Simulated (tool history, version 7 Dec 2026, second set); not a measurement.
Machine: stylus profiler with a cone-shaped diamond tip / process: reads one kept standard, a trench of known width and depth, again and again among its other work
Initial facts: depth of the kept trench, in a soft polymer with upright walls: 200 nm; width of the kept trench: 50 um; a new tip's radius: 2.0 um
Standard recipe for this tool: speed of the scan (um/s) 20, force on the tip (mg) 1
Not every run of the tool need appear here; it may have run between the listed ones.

run,day,speed of the scan (um/s),force on the tip (mg),depth of the trench (angstrom),width of the trench's floor (nm)
1,0,20,1,2015.2,47910
2,0.562,20,1,2016.2,47950
3,0.979,20,1,2017.1,47990
4,1.433,20,1,2015.9,48010
5,1.933,20,1,2014.2,47990
6,2.571,20,1,2016,47950
7,2.996,20,1,2015.7,47980
8,3.508,20,1,2015.7,47930
9,3.95,20,1,2016.4,47950
10,4.329,20,2.22,2025.2,47970
11,4.888,20,2.22,2025.9,48030
12,5.192,20,2.22,2024.7,47980
13,5.775,20,1,2014.8,47960
14,6.1,20,1,2016.9,48010
15,6.508,20,1,2014.6,47940
16,6.825,8,1,2014.7,48060
17,7.204,23,0.57,2011.1,47780
18,7.675,23,0.57,2011.4,47850

The next listed run, before its measurement:
19,8.179,63,0.7,?,?

Run 19 yielded depth of the trench (angstrom) 2013.5, width of the trench's floor (nm) 47450.
Were there no unlogged condition in the tool, this run, its random variation unchanged, would have produced depth of the trench (angstrom) 2012.4, width of the trench's floor (nm) 47590.
